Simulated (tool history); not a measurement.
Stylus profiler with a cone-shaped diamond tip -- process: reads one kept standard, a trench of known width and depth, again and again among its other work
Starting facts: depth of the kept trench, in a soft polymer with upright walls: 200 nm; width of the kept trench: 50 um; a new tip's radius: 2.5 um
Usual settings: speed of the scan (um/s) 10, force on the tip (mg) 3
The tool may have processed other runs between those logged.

| run | hour | speed of the scan (um/s) | force on the tip (mg) | depth of the trench (angstrom) | width of the trench's floor (µm) |
|---|---|---|---|---|---|
| 1 | 0 | 10 | 3 | 2027.9 | 48.01 |
| 2 | 21 | 10 | 1.2 | 2014.1 | 48.03 |
| 3 | 55.3 | 10 | 1.2 | 2015.3 | 47.95 |
| 4 | 94.6 | 10 | 3.69 | 2032.8 | 48.01 |
| 5 | 124 | 10 | 3.69 | 2031.8 | 48.02 |
| 6 | 165.6 | 10 | 3.62 | 2031.1 | 48 |
| 7 | 190.2 | 10 | 3.62 | 2032.1 | 48.05 |
| 8 | 225 | 6 | 4.25 | 2034.6 | 48.08 |
| 9 | 272.2 | 10 | 8.58 | 2055.1 | 48.05 |
| 10 | 304.7 | 10 | 8.58 | 2055.8 | 48.02 |
| 11 | 346.5 | 10 | 8.58 | 2056.1 | 48.04 |
| 12 | 386.3 | 4 | 3.39 | 2030.5 | 48.05 |
| 13 | 420.8 | 4 | 3.39 | 2030.4 | 48.03 |

Below are 5 alternative next runs, each starting from the tool's condition after run 13. Predict each:
| A | 444.2 | 8 | 5.24 | ? | ? |
| B | 444.2 | 3 | 8.28 | ? | ? |
| C | 444.2 | 2 | 3.11 | ? | ? |
| D | 444.2 | 5 | 1.31 | ? | ? |
| E | 444.2 | 11 | 3.39 | ? | ? |

| run | depth of the trench (angstrom) | width of the trench's floor (µm) |
|---|---|---|
| A | 2041 | 48.05 |
| B | 2054.4 | 48.01 |
| C | 2027.3 | 48.02 |
| D | 2016.7 | 48.05 |
| E | 2029.6 | 47.99 |
What these runs would have given with no unlogged condition in the tool:
| run | depth of the trench (angstrom) | width of the trench's floor (µm) |
|---|---|---|
| A | 2041 | 48.05 |
| B | 2054.4 | 48.01 |
| C | 2027.2 | 48.03 |
| D | 2016.6 | 48.05 |
| E | 2029.5 | 47.99 |
